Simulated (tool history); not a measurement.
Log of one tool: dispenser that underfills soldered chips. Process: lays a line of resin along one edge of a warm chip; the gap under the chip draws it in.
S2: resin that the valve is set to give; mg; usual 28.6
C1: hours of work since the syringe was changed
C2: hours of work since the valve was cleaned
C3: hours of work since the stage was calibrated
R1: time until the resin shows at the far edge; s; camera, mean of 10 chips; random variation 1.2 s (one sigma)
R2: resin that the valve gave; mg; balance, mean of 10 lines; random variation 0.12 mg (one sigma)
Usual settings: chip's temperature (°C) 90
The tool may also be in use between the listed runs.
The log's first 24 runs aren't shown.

Run 25, hour 219.1: usual settings but chip's temperature (°C) 85, S2 28.0 mg; C1 9; C2 63; C3 277. Result: R1 258.4 s, R2 26.65 mg.
At hour 223.4: new syringe of resin.
Run 26, hour 227.4: usual settings but chip's temperature (°C) 91; C1 3; C2 68; C3 282. Result: R1 136.6 s, R2 27.38 mg.
Run 27, hour 234.9: usual settings but chip's temperature (°C) 91; C1 8; C2 73; C3 287. Result: R1 194.7 s, R2 27.22 mg.
At hour 240.8: new syringe of resin.
Run 28, hour 242.0: usual settings but chip's temperature (°C) 99, S2 29.6 mg; C1 1; C2 78; C3 292. Result: R1 86.3 s, R2 28.37 mg.
Run 29, hour 252.1: usual settings but chip's temperature (°C) 99, S2 29.6 mg; C1 8; C2 85; C3 299. Result: R1 137.7 s, R2 28.23 mg.
At hour 258.3: new syringe of resin.
Run 30, hour 258.9: usual settings but chip's temperature (°C) 101, S2 28.8 mg; C1 0; C2 89; C3 303. Result: R1 80.3 s, R2 27.04 mg.
Run 31, hour 265.5: usual settings but chip's temperature (°C) 80, S2 28.8 mg; C1 5; C2 94; C3 308. Result: R1 253.6 s, R2 27.30 mg.
At hour 275.3: new syringe of resin.
Run 32, hour 275.3: usual settings but chip's temperature (°C) 78; C1 0; C2 100; C3 314. Result: R1 198.3 s, R2 27.10 mg.
Run 33, hour 281.1: usual settings but S2 27.4 mg; C1 4; C2 104; C3 318. Result: R1 158.6 s, R2 25.62 mg.
Run 34, hour 287.6: usual settings but chip's temperature (°C) 98, S2 26.5 mg; C1 8; C2 108; C3 322. Result: R1 158.3 s, R2 24.81 mg.
At hour 293.1: new syringe of resin.
Run 35, hour 296.5: usual settings but chip's temperature (°C) 86; C1 2; C2 114; C3 328. Result: R1 162.2 s, R2 26.41 mg.
At hour 299.4: dispensing valve cleaned and set on the balance.
Run 36, hour 305.1: usual settings but chip's temperature (°C) 86; C1 7; C2 4; C3 333. Result: R1 230.7 s, R2 28.38 mg.

3 ways to go on from here, each from the tool as it stands after run 36. What would each give?
Run A, hour 310.7: usual settings but chip's temperature (°C) 85, S2 36.0 mg; C1 11; C2 8; C3 337. Result: R1 ?, R2 ?.
Run B, hour 310.7: usual settings but chip's temperature (°C) 86, S2 36.4 mg; C1 11; C2 8; C3 337. Result: R1 ?, R2 ?.
Run C, hour 310.7: usual settings but chip's temperature (°C) 91, S2 25.8 mg; C1 11; C2 8; C3 337. Result: R1 ?, R2 ?.

run     R1     R2
  A  310.8  35.84
  B  297.4  36.08
  C  251.7  25.69
Without the tool's hidden state the same runs would have given:
run     R1     R2
  A  134.5  36.12
  B  128.3  36.37
  C  109.3  25.90
